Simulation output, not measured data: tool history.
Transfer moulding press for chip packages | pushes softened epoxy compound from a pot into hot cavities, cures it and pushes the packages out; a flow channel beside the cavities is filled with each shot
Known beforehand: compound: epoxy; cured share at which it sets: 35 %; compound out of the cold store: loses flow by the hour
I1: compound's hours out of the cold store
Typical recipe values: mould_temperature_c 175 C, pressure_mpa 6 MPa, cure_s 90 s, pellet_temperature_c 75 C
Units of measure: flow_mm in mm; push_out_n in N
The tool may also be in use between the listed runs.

{"run": 1, "day": 0.0, "mould_temperature_c": 175, "pressure_mpa": 6, "cure_s": 90, "pellet_temperature_c": 75, "I1": 36.8, "flow_mm": 599, "push_out_n": 712}
{"day": 0.871, "done": "cavities cleaned with cleaning compound and waxed"}
{"run": 2, "day": 1.554, "mould_temperature_c": 175, "pressure_mpa": 6, "cure_s": 90, "pellet_temperature_c": 75, "I1": 38.8, "flow_mm": 589, "push_out_n": 633}
{"run": 3, "day": 2.725, "mould_temperature_c": 175, "pressure_mpa": 6, "cure_s": 90, "pellet_temperature_c": 75, "I1": 13.1, "flow_mm": 621, "push_out_n": 708}
{"day": 3.783, "done": "cavities cleaned with cleaning compound and waxed"}
{"run": 4, "day": 4.054, "mould_temperature_c": 175, "pressure_mpa": 6, "cure_s": 90, "pellet_temperature_c": 75, "I1": 46, "flow_mm": 572, "push_out_n": 569}
{"run": 5, "day": 5.138, "mould_temperature_c": 182, "pressure_mpa": 6, "cure_s": 90, "pellet_temperature_c": 75, "I1": 25.8, "flow_mm": 575, "push_out_n": 581}
{"day": 6.688, "done": "cavities cleaned with cleaning compound and waxed"}
{"run": 6, "day": 6.733, "mould_temperature_c": 182, "pressure_mpa": 6, "cure_s": 90, "pellet_temperature_c": 75, "I1": 31.8, "flow_mm": 559, "push_out_n": 475}
{"run": 7, "day": 8.212, "mould_temperature_c": 175, "pressure_mpa": 6, "cure_s": 90, "pellet_temperature_c": 75, "I1": 45.8, "flow_mm": 554, "push_out_n": 712}
{"day": 8.792, "done": "plunger's sealing rings changed"}
{"day": 9.658, "done": "cavities cleaned with cleaning compound and waxed"}
{"run": 8, "day": 9.658, "mould_temperature_c": 175, "pressure_mpa": 6, "cure_s": 90, "pellet_temperature_c": 75, "I1": 34.6, "flow_mm": 603, "push_out_n": 534}
{"run": 9, "day": 11.8, "mould_temperature_c": 175, "pressure_mpa": 6, "cure_s": 90, "pellet_temperature_c": 75, "I1": 18, "flow_mm": 619, "push_out_n": 762}
{"day": 12.529, "done": "cavities cleaned with cleaning compound and waxed"}
{"run": 10, "day": 14.125, "mould_temperature_c": 182, "pressure_mpa": 5.07, "cure_s": 91, "pellet_temperature_c": 67, "I1": 24.8, "flow_mm": 538, "push_out_n": 627}
{"day": 15.462, "done": "cavities cleaned with cleaning compound and waxed"}
{"run": 11, "day": 16.092, "mould_temperature_c": 182, "pressure_mpa": 5.07, "cure_s": 91, "pellet_temperature_c": 67, "I1": 10.8, "flow_mm": 549, "push_out_n": 560}
{"run": 12, "day": 17.258, "mould_temperature_c": 182, "pressure_mpa": 5.07, "cure_s": 91, "pellet_temperature_c": 67, "I1": 20.2, "flow_mm": 532, "push_out_n": 647}
{"day": 18.362, "done": "cavities cleaned with cleaning compound and waxed"}
{"day": 19.104, "done": "plunger's sealing rings changed"}
{"run": 13, "day": 19.271, "mould_temperature_c": 182, "pressure_mpa": 4.89, "cure_s": 91, "pellet_temperature_c": 84, "I1": 18.6, "flow_mm": 550, "push_out_n": 531}
{"run": 14, "day": 20.771, "mould_temperature_c": 175, "pressure_mpa": 5.17, "cure_s": 90, "pellet_temperature_c": 75, "I1": 39.4, "flow_mm": 554, "push_out_n": 733}
{"day": 21.346, "done": "cavities cleaned with cleaning compound and waxed"}
{"run": 15, "day": 22.458, "mould_temperature_c": 175, "pressure_mpa": 6.07, "cure_s": 96, "pellet_temperature_c": 71, "I1": 46.9, "flow_mm": 585, "push_out_n": 633}

Run 16, settings as shown, results not yet in. Your forecast:
{"day": 24.217, "done": "cavities cleaned with cleaning compound and waxed"}
{"run": 16, "day": 24.217, "mould_temperature_c": 175, "pressure_mpa": 6, "cure_s": 107, "pellet_temperature_c": 75, "I1": 27.3, "flow_mm": "?", "push_out_n": "?"}

flow_mm: 600 mm
push_out_n: 454 N
Take away the tool's hidden state, keep the run-to-run variation as it was, and the same run would have given flow_mm 614 mm, push_out_n 442 N.

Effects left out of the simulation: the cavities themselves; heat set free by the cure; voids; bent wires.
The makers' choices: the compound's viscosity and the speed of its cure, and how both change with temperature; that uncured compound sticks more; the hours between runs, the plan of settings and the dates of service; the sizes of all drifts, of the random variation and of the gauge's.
